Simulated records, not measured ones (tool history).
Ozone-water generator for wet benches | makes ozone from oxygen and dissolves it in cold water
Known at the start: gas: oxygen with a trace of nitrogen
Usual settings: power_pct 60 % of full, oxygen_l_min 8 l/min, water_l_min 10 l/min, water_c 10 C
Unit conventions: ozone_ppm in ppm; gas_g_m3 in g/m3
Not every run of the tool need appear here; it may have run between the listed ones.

Run 1, day 0: usual settings. Result: ozone_ppm 35.6 ppm, gas_g_m3 245.9 g/m3.
Run 2, day 2.821: usual settings. Result: ozone_ppm 34.9 ppm, gas_g_m3 245.1 g/m3.
Run 3, day 5.65: usual settings but oxygen_l_min 6.05 l/min. Result: ozone_ppm 38.4 ppm, gas_g_m3 296.3 g/m3.
Run 4, day 9.938: usual settings but oxygen_l_min 6.05 l/min. Result: ozone_ppm 38 ppm, gas_g_m3 297.1 g/m3.
Run 5, day 13.588: usual settings but water_c 9 C. Result: ozone_ppm 36.1 ppm, gas_g_m3 244.6 g/m3.
Run 6, day 17.004: usual settings but water_c 9 C. Result: ozone_ppm 36 ppm, gas_g_m3 245.5 g/m3.
Run 7, day 20.542: usual settings but water_l_min 6 l/min. Result: ozone_ppm 50.5 ppm, gas_g_m3 245 g/m3.
Run 8, day 26.296: usual settings but water_l_min 6 l/min. Result: ozone_ppm 50.1 ppm, gas_g_m3 243.4 g/m3.
Run 9, day 31.233: usual settings but water_l_min 6 l/min. Result: ozone_ppm 50.6 ppm, gas_g_m3 243.7 g/m3.
Run 10, day 36.471: usual settings but water_l_min 6 l/min. Result: ozone_ppm 50.4 ppm, gas_g_m3 243 g/m3.
Run 11, day 39.792: usual settings but water_c 16 C. Result: ozone_ppm 30.4 ppm, gas_g_m3 240.8 g/m3.
Run 12, day 43.825: usual settings but water_l_min 8 l/min. Result: ozone_ppm 40.7 ppm, gas_g_m3 240.7 g/m3.
Run 13, day 49.062: usual settings but water_l_min 8 l/min. Result: ozone_ppm 41.4 ppm, gas_g_m3 242.5 g/m3.
Run 14, day 54.612: usual settings but oxygen_l_min 5.34 l/min. Result: ozone_ppm 38.7 ppm, gas_g_m3 316.4 g/m3.
Run 15, day 59.771: usual settings but oxygen_l_min 5.34 l/min. Result: ozone_ppm 39.1 ppm, gas_g_m3 318.1 g/m3.
Run 16, day 62.383: usual settings but oxygen_l_min 5.34 l/min. Result: ozone_ppm 38.7 ppm, gas_g_m3 316.7 g/m3.
At day 63.538: contactor cleaned.
Run 17, day 67.788: usual settings but oxygen_l_min 5.34 l/min, water_l_min 11 l/min. Result: ozone_ppm 37.1 ppm, gas_g_m3 315.8 g/m3.
Run 18, day 73.112: usual settings but oxygen_l_min 14.3 l/min. Result: ozone_ppm 28.6 ppm, gas_g_m3 163.2 g/m3.
Run 19, day 75.538: usual settings but oxygen_l_min 4.47 l/min. Result: ozone_ppm 41.8 ppm, gas_g_m3 354.9 g/m3.
Run 20, day 79.325: usual settings but oxygen_l_min 4.47 l/min. Result: ozone_ppm 42.2 ppm, gas_g_m3 355.3 g/m3.
Run 21, day 83.625: usual settings but power_pct 68 % of full, water_l_min 11 l/min. Result: ozone_ppm 35.5 ppm, gas_g_m3 258.7 g/m3.
Run 22, day 89.296: usual settings but power_pct 52 % of full, oxygen_l_min 4.45 l/min, water_l_min 11 l/min, water_c 8 C. Result: ozone_ppm 36.8 ppm, gas_g_m3 328.6 g/m3.
Run 23, day 92.729: usual settings but power_pct 89 % of full, oxygen_l_min 13.74 l/min, water_c 15 C. Result: ozone_ppm 31.7 ppm, gas_g_m3 209 g/m3.
Run 24, day 96.154: usual settings but power_pct 93 % of full, oxygen_l_min 4.53 l/min, water_l_min 13 l/min, water_c 7 C. Result: ozone_ppm 42.5 ppm, gas_g_m3 445.7 g/m3.
At day 98.942: water thermometer calibrated.
Run 25, day 101.171: usual settings but power_pct 93 % of full, oxygen_l_min 4.53 l/min, water_l_min 13 l/min, water_c 7 C. Result: ozone_ppm 42.1 ppm, gas_g_m3 448.9 g/m3.
Run 26, day 104.583: usual settings but power_pct 93 % of full, oxygen_l_min 9.79 l/min, water_l_min 13 l/min, water_c 7 C. Result: ozone_ppm 36.7 ppm, gas_g_m3 266.5 g/m3.
Run 27, day 107.292: usual settings but power_pct 93 % of full, oxygen_l_min 5.78 l/min, water_c 7 C. Result: ozone_ppm 52.3 ppm, gas_g_m3 375.9 g/m3.
Run 28, day 111.212: usual settings but oxygen_l_min 4.09 l/min, water_l_min 11 l/min, water_c 8 C. Result: ozone_ppm 39.8 ppm, gas_g_m3 374.8 g/m3.
Run 29, day 114.729: usual settings but power_pct 93 % of full, oxygen_l_min 11.46 l/min, water_l_min 13 l/min, water_c 11 C. Result: ozone_ppm 32 ppm, gas_g_m3 239.7 g/m3.
Run 30, day 120.429: usual settings but power_pct 42 % of full, oxygen_l_min 12.37 l/min, water_l_min 6 l/min, water_c 15 C. Result: ozone_ppm 29.9 ppm, gas_g_m3 146.8 g/m3.
Run 31, day 125.146: usual settings but power_pct 42 % of full, oxygen_l_min 12.37 l/min, water_l_min 6 l/min, water_c 15 C. Result: ozone_ppm 30.2 ppm, gas_g_m3 149.2 g/m3.

Expected results for the next run?
Run 32, day 127.662: usual settings but power_pct 42 % of full, oxygen_l_min 14.03 l/min, water_l_min 7 l/min, water_c 15 C. Result: ozone_ppm ?, gas_g_m3 ?.

Run 32 gave ozone_ppm 25.8 ppm, gas_g_m3 136.2 g/m3.
With the hidden condition absent and the run-to-run variation left alone, this run would have shown ozone_ppm 27.2 ppm, gas_g_m3 142.5 g/m3.
